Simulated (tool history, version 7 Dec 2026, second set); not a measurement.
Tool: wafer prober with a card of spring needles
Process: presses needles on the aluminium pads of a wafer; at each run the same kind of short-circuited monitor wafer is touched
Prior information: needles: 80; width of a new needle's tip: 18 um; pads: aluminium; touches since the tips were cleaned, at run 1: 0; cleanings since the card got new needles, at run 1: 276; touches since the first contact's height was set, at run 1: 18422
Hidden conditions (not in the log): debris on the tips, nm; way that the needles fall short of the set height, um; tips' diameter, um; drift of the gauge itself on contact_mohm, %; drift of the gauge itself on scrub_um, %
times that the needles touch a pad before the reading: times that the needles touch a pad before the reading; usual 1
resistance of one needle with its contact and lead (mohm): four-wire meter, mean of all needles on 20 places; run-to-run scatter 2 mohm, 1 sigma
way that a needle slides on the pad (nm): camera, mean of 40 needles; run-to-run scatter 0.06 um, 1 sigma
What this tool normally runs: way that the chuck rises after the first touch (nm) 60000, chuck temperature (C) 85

| run | hour | way that the chuck rises after the first touch (nm) | chuck temperature (C) | times that the needles touch a pad before the reading | touches since the tips were cleaned | cleanings since the card got new needles | touches since the first contact's height was set | resistance of one needle with its contact and lead (mohm) | way that a needle slides on the pad (nm) |
|---|---|---|---|---|---|---|---|---|---|
| 1 | 0.0 | 60000 | 85 | 1 | 0 | 276 | 18422 | 243 | 12310 |
|  | 6.4 | tips cleaned on abrasive film |
|  | 14.5 | tips cleaned on abrasive film |
|  | 20.9 | tips cleaned on abrasive film |
|  | 28.9 | tips cleaned on abrasive film |
|  | 35.9 | tips cleaned on abrasive film |
| 2 | 35.9 | 60000 | 85 | 1 | 0 | 281 | 41662 | 234 | 12190 |
|  | 43.9 | tips cleaned on abrasive film |
|  | 50.3 | tips cleaned on abrasive film |
|  | 56.8 | tips cleaned on abrasive film |
|  | 63.2 | tips cleaned on abrasive film |
|  | 69.7 | tips cleaned on abrasive film |
|  | 77.7 | tips cleaned on abrasive film |
|  | 84.1 | tips cleaned on abrasive film |
|  | 92.1 | tips cleaned on abrasive film |
|  | 98.6 | tips cleaned on abrasive film |
| 3 | 101.5 | 60000 | 85 | 1 | 1945 | 290 | 84184 | 431 | 12110 |
|  | 106.4 | tips cleaned on abrasive film |
|  | 112.8 | tips cleaned on abrasive film |
|  | 120.8 | tips cleaned on abrasive film |
|  | 127.3 | tips cleaned on abrasive film |
|  | 133.7 | tips cleaned on abrasive film |
|  | 140.2 | tips cleaned on abrasive film |
|  | 148.2 | tips cleaned on abrasive film |
|  | 154.6 | tips cleaned on abrasive film |
| 4 | 155.4 | 60000 | 85 | 1 | 536 | 298 | 119055 | 308 | 11950 |
|  | 161.9 | tips cleaned on abrasive film |
|  | 169.9 | tips cleaned on abrasive film |
|  | 176.3 | tips cleaned on abrasive film |
|  | 184.3 | tips cleaned on abrasive film |
|  | 190.8 | tips cleaned on abrasive film |
|  | 197.2 | tips cleaned on abrasive film |
| 5 | 203.2 | 60000 | 85 | 1 | 3903 | 304 | 150010 | 495 | 11870 |
|  | 204.8 | tips cleaned on abrasive film |
|  | 211.3 | tips cleaned on abrasive film |
|  | 216.3 | height of the first contact set anew |
|  | 218.0 | tips cleaned on abrasive film |
|  | 224.5 | tips cleaned on abrasive film |
|  | 232.5 | tips cleaned on abrasive film |
|  | 240.5 | tips cleaned on abrasive film |
|  | 248.5 | tips cleaned on abrasive film |
|  | 255.0 | tips cleaned on abrasive film |
|  | 263.0 | tips cleaned on abrasive film |
| 6 | 269.0 | 60000 | 85 | 1 | 3958 | 313 | 34131 | 519 | 11580 |
|  | 270.7 | tips cleaned on abrasive film |
|  | 278.7 | tips cleaned on abrasive film |
|  | 286.7 | tips cleaned on abrasive film |
|  | 293.2 | tips cleaned on abrasive film |
|  | 299.6 | tips cleaned on abrasive film |
|  | 307.6 | tips cleaned on abrasive film |
|  | 315.7 | tips cleaned on abrasive film |
|  | 323.7 | tips cleaned on abrasive film |
| 7 | 329.8 | 66000 | 85 | 1 | 3997 | 321 | 73504 | 465 | 12790 |
|  | 331.4 | tips cleaned on abrasive film |
|  | 337.9 | tips cleaned on abrasive film |
|  | 345.9 | tips cleaned on abrasive film |
|  | 352.3 | tips cleaned on abrasive film |
|  | 360.4 | tips cleaned on abrasive film |
|  | 366.8 | tips cleaned on abrasive film |
|  | 374.8 | tips cleaned on abrasive film |
|  | 381.3 | tips cleaned on abrasive film |
|  | 389.3 | tips cleaned on abrasive film |
|  | 395.7 | tips cleaned on abrasive film |
| 8 | 398.5 | 60000 | 92 | 1 | 1843 | 331 | 118006 | 471 | 11370 |
|  | 403.4 | tips cleaned on abrasive film |
|  | 409.8 | tips cleaned on abrasive film |
|  | 417.8 | tips cleaned on abrasive film |
|  | 425.8 | tips cleaned on abrasive film |
|  | 432.3 | tips cleaned on abrasive film |
|  | 438.7 | tips cleaned on abrasive film |
|  | 445.2 | tips cleaned on abrasive film |
|  | 451.6 | tips cleaned on abrasive film |
|  | 458.0 | tips cleaned on abrasive film |
|  | 459.9 | height of the first contact set anew |
|  | 461.8 | height of the first contact set anew, once more |
| 9 | 464.1 | 60000 | 85 | 1 | 3599 | 340 | 1519 | 497 | 12430 |
|  | 465.8 | tips cleaned on abrasive film |
|  | 473.8 | tips cleaned on abrasive film |
|  | 481.8 | tips cleaned on abrasive film |
|  | 489.9 | tips cleaned on abrasive film |
|  | 496.3 | tips cleaned on abrasive film |
| 10 | 500.4 | 60000 | 85 | 1 | 2722 | 345 | 25051 | 470 | 12270 |
|  | 503.7 | tips cleaned on abrasive film |
|  | 510.2 | tips cleaned on abrasive film |
|  | 516.6 | tips cleaned on abrasive film |
|  | 523.0 | tips cleaned on abrasive film |
|  | 529.5 | tips cleaned on abrasive film |
|  | 535.9 | tips cleaned on abrasive film |
|  | 543.9 | tips cleaned on abrasive film |
|  | 550.4 | tips cleaned on abrasive film |
|  | 556.8 | tips cleaned on abrasive film |
| 11 | 557.4 | 42000 | 85 | 1 | 382 | 354 | 61849 | 385 | 8480 |
|  | 563.8 | tips cleaned on abrasive film |
|  | 570.3 | tips cleaned on abrasive film |
|  | 578.3 | tips cleaned on abrasive film |
|  | 584.7 | tips cleaned on abrasive film |
|  | 591.1 | tips cleaned on abrasive film |
|  | 597.6 | tips cleaned on abrasive film |
| 12 | 602.0 | 42000 | 119 | 1 | 2930 | 360 | 90791 | 714 | 8340 |
|  | 605.3 | tips cleaned on abrasive film |
|  | 611.7 | tips cleaned on abrasive film |
|  | 618.2 | tips cleaned on abrasive film |
|  | 624.6 | tips cleaned on abrasive film |
|  | 631.1 | tips cleaned on abrasive film |
|  | 639.1 | tips cleaned on abrasive film |
|  | 647.1 | tips cleaned on abrasive film |
|  | 653.5 | tips cleaned on abrasive film |
|  | 661.6 | tips cleaned on abrasive film |
| 13 | 664.8 | 42000 | 119 | 1 | 2136 | 369 | 131423 | 675 | 8270 |

What will run 14 give?
|  | 668.1 | tips cleaned on abrasive film |
|  | 674.5 | tips cleaned on abrasive film |
|  | 682.5 | tips cleaned on abrasive film |
|  | 690.6 | tips cleaned on abrasive film |
|  | 698.6 | tips cleaned on abrasive film |
|  | 705.2 | height of the first contact set anew |
|  | 706.9 | tips cleaned on abrasive film |
|  | 714.9 | tips cleaned on abrasive film |
| 14 | 714.9 | 45000 | 56 | 1 | 16 | 376 | 6259 | ? | ? |

resistance of one needle with its contact and lead (mohm): 268
way that a needle slides on the pad (nm): 9200
Had the tool carried no hidden state, the very same run would have given resistance of one needle with its contact and lead (mohm) 207, way that a needle slides on the pad (nm) 9230.
